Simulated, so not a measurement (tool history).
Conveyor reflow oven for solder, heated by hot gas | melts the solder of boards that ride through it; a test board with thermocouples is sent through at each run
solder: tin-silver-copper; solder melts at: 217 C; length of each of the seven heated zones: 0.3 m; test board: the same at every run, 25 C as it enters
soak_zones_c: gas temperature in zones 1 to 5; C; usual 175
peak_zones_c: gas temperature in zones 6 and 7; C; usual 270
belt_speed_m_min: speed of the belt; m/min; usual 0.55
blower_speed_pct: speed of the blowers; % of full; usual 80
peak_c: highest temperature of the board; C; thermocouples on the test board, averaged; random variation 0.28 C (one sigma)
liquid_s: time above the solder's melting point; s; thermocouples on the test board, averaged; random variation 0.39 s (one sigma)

run 1 hour=0 | soak_zones_c=175 peak_zones_c=270 belt_speed_m_min=0.55 blower_speed_pct=80 | peak_c=256.4 liquid_s=53.6
-- hour=25.2 flux residue cleaned out of gas plates and filters
run 2 hour=47.6 | soak_zones_c=175 peak_zones_c=270 belt_speed_m_min=0.55 blower_speed_pct=80 | peak_c=256.3 liquid_s=52.8
run 3 hour=102.8 | soak_zones_c=175 peak_zones_c=270 belt_speed_m_min=0.55 blower_speed_pct=80 | peak_c=255.6 liquid_s=52.6
run 4 hour=152.1 | soak_zones_c=175 peak_zones_c=270 belt_speed_m_min=0.55 blower_speed_pct=80 | peak_c=256.4 liquid_s=52.5
run 5 hour=188.4 | soak_zones_c=175 peak_zones_c=270 belt_speed_m_min=0.55 blower_speed_pct=80 | peak_c=256.4 liquid_s=52.5
run 6 hour=227.8 | soak_zones_c=175 peak_zones_c=270 belt_speed_m_min=0.55 blower_speed_pct=80 | peak_c=256.3 liquid_s=52.4
-- hour=240.1 flux residue cleaned out of gas plates and filters, once more
run 7 hour=279.9 | soak_zones_c=175 peak_zones_c=270 belt_speed_m_min=0.55 blower_speed_pct=80 | peak_c=257.7 liquid_s=53.7
run 8 hour=319.9 | soak_zones_c=175 peak_zones_c=270 belt_speed_m_min=0.55 blower_speed_pct=51 | peak_c=249.2 liquid_s=47.1
run 9 hour=356.3 | soak_zones_c=175 peak_zones_c=283 belt_speed_m_min=0.55 blower_speed_pct=51 | peak_c=259.6 liquid_s=54
-- hour=376.6 thermocouples of zones 6 and 7 changed
run 10 hour=405.6 | soak_zones_c=175 peak_zones_c=283 belt_speed_m_min=0.55 blower_speed_pct=51 | peak_c=258.1 liquid_s=53.1
run 11 hour=438.8 | soak_zones_c=175 peak_zones_c=270 belt_speed_m_min=0.55 blower_speed_pct=80 | peak_c=256 liquid_s=53.9
-- hour=465.9 belt drive overhauled, speed set with a stopwatch
run 12 hour=469.4 | soak_zones_c=175 peak_zones_c=270 belt_speed_m_min=0.55 blower_speed_pct=80 | peak_c=255.1 liquid_s=51.5
run 13 hour=521.3 | soak_zones_c=175 peak_zones_c=270 belt_speed_m_min=0.55 blower_speed_pct=80 | peak_c=254.6 liquid_s=50.5
run 14 hour=569.5 | soak_zones_c=175 peak_zones_c=270 belt_speed_m_min=0.55 blower_speed_pct=80 | peak_c=254.5 liquid_s=51.3
-- hour=597.5 flux residue cleaned out of gas plates and filters
run 15 hour=601.5 | soak_zones_c=175 peak_zones_c=270 belt_speed_m_min=0.55 blower_speed_pct=80 | peak_c=255.5 liquid_s=51.2
run 16 hour=645.7 | soak_zones_c=175 peak_zones_c=270 belt_speed_m_min=0.55 blower_speed_pct=80 | peak_c=255.2 liquid_s=51.7
run 17 hour=693.3 | soak_zones_c=175 peak_zones_c=272 belt_speed_m_min=0.55 blower_speed_pct=51 | peak_c=248.5 liquid_s=44.6
run 18 hour=748.4 | soak_zones_c=175 peak_zones_c=270 belt_speed_m_min=0.631 blower_speed_pct=60 | peak_c=245 liquid_s=36.1
run 19 hour=808.8 | soak_zones_c=163 peak_zones_c=270 belt_speed_m_min=0.55 blower_speed_pct=55 | peak_c=245.3 liquid_s=39.6
run 20 hour=847.3 | soak_zones_c=163 peak_zones_c=270 belt_speed_m_min=0.55 blower_speed_pct=55 | peak_c=245.3 liquid_s=38.9
run 21 hour=876.9 | soak_zones_c=169 peak_zones_c=284 belt_speed_m_min=0.55 blower_speed_pct=80 | peak_c=266.8 liquid_s=54.8
run 22 hour=923.8 | soak_zones_c=168 peak_zones_c=279 belt_speed_m_min=0.533 blower_speed_pct=60 | peak_c=257 liquid_s=51.3
-- hour=948.4 flux residue cleaned out of gas plates and filters
run 23 hour=972 | soak_zones_c=175 peak_zones_c=284 belt_speed_m_min=0.447 blower_speed_pct=80 | peak_c=275.1 liquid_s=74.4
run 24 hour=1000.4 | soak_zones_c=175 peak_zones_c=271 belt_speed_m_min=0.624 blower_speed_pct=57 | peak_c=246.2 liquid_s=38.2
run 25 hour=1039.9 | soak_zones_c=175 peak_zones_c=270 belt_speed_m_min=0.586 blower_speed_pct=59 | peak_c=248.7 liquid_s=43.3
run 26 hour=1089.6 | soak_zones_c=175 peak_zones_c=270 belt_speed_m_min=0.586 blower_speed_pct=59 | peak_c=248.7 liquid_s=43.1
run 27 hour=1147.8 | soak_zones_c=175 peak_zones_c=270 belt_speed_m_min=0.526 blower_speed_pct=80 | peak_c=258.3 liquid_s=55.9
run 28 hour=1206.6 | soak_zones_c=166 peak_zones_c=260 belt_speed_m_min=0.62 blower_speed_pct=64 | peak_c=237.8 liquid_s=29.8
-- hour=1238.8 thermocouples of zones 6 and 7 changed
run 29 hour=1270.4 | soak_zones_c=181 peak_zones_c=270 belt_speed_m_min=0.55 blower_speed_pct=62 | peak_c=252.1 liquid_s=50.8

5 ways to go on from here, each from the tool as it stands after run 29. What would each give?
-- hour=1301.5 flux residue cleaned out of gas plates and filters
run A hour=1333.7 | soak_zones_c=173 peak_zones_c=278 belt_speed_m_min=0.571 blower_speed_pct=62 | peak_c=? liquid_s=?
-- hour=1301.5 flux residue cleaned out of gas plates and filters
run B hour=1333.7 | soak_zones_c=182 peak_zones_c=270 belt_speed_m_min=0.481 blower_speed_pct=88 | peak_c=? liquid_s=?
-- hour=1301.5 flux residue cleaned out of gas plates and filters
run C hour=1333.7 | soak_zones_c=178 peak_zones_c=261 belt_speed_m_min=0.472 blower_speed_pct=80 | peak_c=? liquid_s=?
-- hour=1301.5 flux residue cleaned out of gas plates and filters
run D hour=1333.7 | soak_zones_c=177 peak_zones_c=270 belt_speed_m_min=0.642 blower_speed_pct=90 | peak_c=? liquid_s=?
-- hour=1301.5 flux residue cleaned out of gas plates and filters
run E hour=1333.7 | soak_zones_c=168 peak_zones_c=282 belt_speed_m_min=0.55 blower_speed_pct=62 | peak_c=? liquid_s=?

run=A peak_c=256.3 liquid_s=48.6
run=B peak_c=261.3 liquid_s=66.3
run=C peak_c=252.4 liquid_s=60.9
run=D peak_c=253.8 liquid_s=44.4
run=E peak_c=259.6 liquid_s=51
Without the tool's hidden state the same runs would have given:
run=A peak_c=255.6 liquid_s=47.5
run=B peak_c=260.9 liquid_s=65.2
run=C peak_c=251.9 liquid_s=59.7
run=D peak_c=253.3 liquid_s=43.5
run=E peak_c=259 liquid_s=49.9
